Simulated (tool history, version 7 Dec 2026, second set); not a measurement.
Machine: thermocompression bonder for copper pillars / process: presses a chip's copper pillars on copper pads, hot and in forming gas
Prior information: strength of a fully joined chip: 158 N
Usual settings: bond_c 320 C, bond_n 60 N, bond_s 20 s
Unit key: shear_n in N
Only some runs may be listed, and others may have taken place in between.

run,hour,bond_c,bond_n,bond_s,shear_n
1,0,320,60,20,100.7
2,54.1,320,60,20,101.4
3,143.9,320,60,25,108.4
# hour 208.8: forming gas filter changed
4,237,320,60,25,107.2
5,332.1,320,60,25,104.3
6,391.3,320,60,25,105.3
7,434.3,320,60,25,106.1
8,503.3,320,60,25,106.6
9,545.6,320,60,25,106.4
# hour 616: force cell calibrated
10,635,320,60,25,106.1
11,700,320,60,40,120.4
# hour 717: forming gas filter changed
12,740.6,320,60,40,117.9
# hour 766.7: heater calibrated with a thermocouple chip
13,838.7,320,60,40,119.3
14,880.1,320,60,40,119.9
15,940.5,320,60,20,99
16,1022,320,60,18,96
17,1118.9,320,60,20,99.5
18,1205,320,60,20,99.8
# hour 1218.1: forming gas filter changed
19,1261.8,320,60,20,99.1
20,1335,320,60,20,102.3
21,1431.8,320,60,20,98.7
22,1485.5,320,60,20,99.2
23,1583.1,322,69,26,114.2
24,1635.3,322,69,26,116.5
25,1712.5,343,44,48,124.1
# hour 1718.1: forming gas filter changed
26,1806.1,343,44,48,126.1
# hour 1827.8: heater calibrated with a thermocouple chip
27,1880.1,320,81,20,114
28,1934.7,294,40,29,68.8
29,1980.1,313,46,20,81.1
30,2073.4,332,60,11,92.7
31,2114.8,332,60,11,89.9
32,2163,320,44,30,94.2
33,2208.4,307,69,48,120.6
# hour 2218.7: forming gas filter changed
34,2283.5,307,69,48,122.6
35,2347.8,336,69,19,118.5
# hour 2384.6: force cell calibrated
36,2413,336,69,19,119.6
37,2456.6,336,69,19,118.6
38,2543.6,320,60,18,97.6

What if the next run were any one of these 4? Each begins from the tool's condition after run 38:
A,2637.9,320,55,18,?
B,2637.9,320,88,18,?
C,2637.9,308,75,33,?
D,2637.9,317,60,29,?

run,shear_n
A,90.6
B,117
C,116.1
D,107.4
Without the tool's unlogged condition, the same runs would have read:
run,shear_n
A,91.1
B,117.5
C,116.7
D,107.9
